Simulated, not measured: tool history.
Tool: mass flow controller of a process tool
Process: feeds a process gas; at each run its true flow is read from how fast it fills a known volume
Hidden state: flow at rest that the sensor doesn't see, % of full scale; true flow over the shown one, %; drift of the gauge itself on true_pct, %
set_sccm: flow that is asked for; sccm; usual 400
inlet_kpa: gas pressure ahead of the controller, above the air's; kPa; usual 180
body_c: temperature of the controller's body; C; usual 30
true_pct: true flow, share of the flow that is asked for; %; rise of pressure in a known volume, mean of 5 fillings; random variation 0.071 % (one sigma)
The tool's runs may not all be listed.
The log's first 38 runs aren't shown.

run	hour	set_sccm	inlet_kpa	body_c	hours of work since the controller was set to zero	hours of work since the controller was changed	true_pct
39	2250.4	400	150	30	1294	1294	100.19
40	2315.9	400	169	20	1329	1329	100.92
41	2383.3	84	185	20	1364	1364	102.15
42	2454.5	84	185	20	1401	1401	102.19
43	2518.8	84	185	20	1435	1435	102.23
44	2566.2	56	180	37	1460	1460	101.76
45	2644.3	272	276	23	1501	1501	99.93
46	2723.0	113	258	30	1542	1542	100.24
47	2787.3	95	278	33	1576	1576	100.21
48	2833.3	185	169	31	1600	1600	100.25
49	2898.7	182	274	30	1634	1634	99.71
50	2953.3	313	274	26	1663	1663	99.74

3 ways to go on from here, each from the tool as it stands after run 50. What would each give?
A	3030.9	288	185	39	1703	1703	?
B	3030.9	102	180	30	1703	1703	?
C	3030.9	118	162	30	1703	1703	?

run	true_pct
A	99.09
B	101.23
C	100.88
Without the tool's hidden state the same runs would have given:
run	true_pct
A	98.45
B	99.24
C	99.18

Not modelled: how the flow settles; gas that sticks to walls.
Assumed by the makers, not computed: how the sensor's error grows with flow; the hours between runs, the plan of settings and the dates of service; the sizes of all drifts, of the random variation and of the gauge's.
